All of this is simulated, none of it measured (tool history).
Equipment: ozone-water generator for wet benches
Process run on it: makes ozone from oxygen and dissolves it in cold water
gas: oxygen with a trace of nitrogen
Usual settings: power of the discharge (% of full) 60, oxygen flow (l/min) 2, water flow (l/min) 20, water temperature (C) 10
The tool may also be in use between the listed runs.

run	day	power of the discharge (% of full)	oxygen flow (l/min)	water flow (l/min)	water temperature (C)	dissolved ozone (ppm)	ozone in the gas ahead of the water (g/m3)
1	0	60	2	20	10	10.7	162.6
2	1.804	60	2	20	10	10.9	160.8
3	4.208	60	2	20	10	10.8	164.2
4	6	60	2	20	10	10.8	161.6
5	8.192	100	2	20	10	16.9	258.6
6	10.096	60	2	20	7	11	164.8
7	11.696	60	2	20	10	10.9	163.3
8	13.075	60	1.61	20	10	10.3	185.1
9	15.2	60	1.61	20	10	10.1	184.5
10	16.925	60	2	20	14	10.8	164.6
11	18.462	60	2	20	14	10.4	165.7
12	20.2	60	2	20	14	10.6	164.5
13	22.021	60	2	20	9	10.9	164.2
14	23.938	60	2	20	10	10.9	165.4
15	25.358	60	2.9	20	10	11.9	132.9
16	27.925	60	2	20	10	10.9	166.1
17	29.221	67	3.18	20	5	13.8	140.5
18	30.621	79	2.83	20	6	15.3	173.5
19	33.204	44	2.83	20	6	9.1	104.1
20	34.696	62	1.47	20	10	10.2	202.4
21	36.179	60	3.49	12	10	18.1	120.6
22	37.696	60	2.31	13	12	16.4	152.6
23	39.925	65	2.36	14	12	16.8	163.1
24	41.071	65	2.36	13	12	17.7	163.7
25	42.683	41	1.61	20	10	7.4	134.3
26	43.925	52	2	20	11	9.4	146.4
27	45.762	52	1.15	20	11	8.2	199.9
28	47.404	60	2	15	10	14.2	165.2
29	49.808	60	2	15	10	14.3	165.9
30	51.092	62	1.86	29	5	7.5	180.3
31	52.658	60	1.3	20	10	9.5	213.9
32	54.338	70	2.39	23	9	11.4	172.9

Per-run results on a tool with no hidden state, each run keeping its own random variation:
Hidden conditions of the tool in this case: yield of the discharge, % of new electrodes'; contactor's efficiency, % of a clean one's; true water temperature over the reading, C; drift of the gauge itself on ozone_ppm, %; drift of the gauge itself on gas_g_m3, %.
run	ozone in the gas ahead of the water (g/m3)
1	162.7
2	160.8
3	163.9
4	161.2
5	257.8
6	164.1
7	162.4
8	184
9	183.2
10	163.4
11	164.3
12	163
13	162.6
14	163.6
15	131.3
16	164
17	138.6
18	171.1
19	102.5
20	199.2
21	118.6
22	150
23	160.1
24	160.6
25	131.6
26	143.4
27	195.7
28	161.6
29	162.1
30	176.1
31	208.7
32	168.6
dissolved ozone (ppm) without the hidden state stays within 0.1 of what was measured, in all runs.
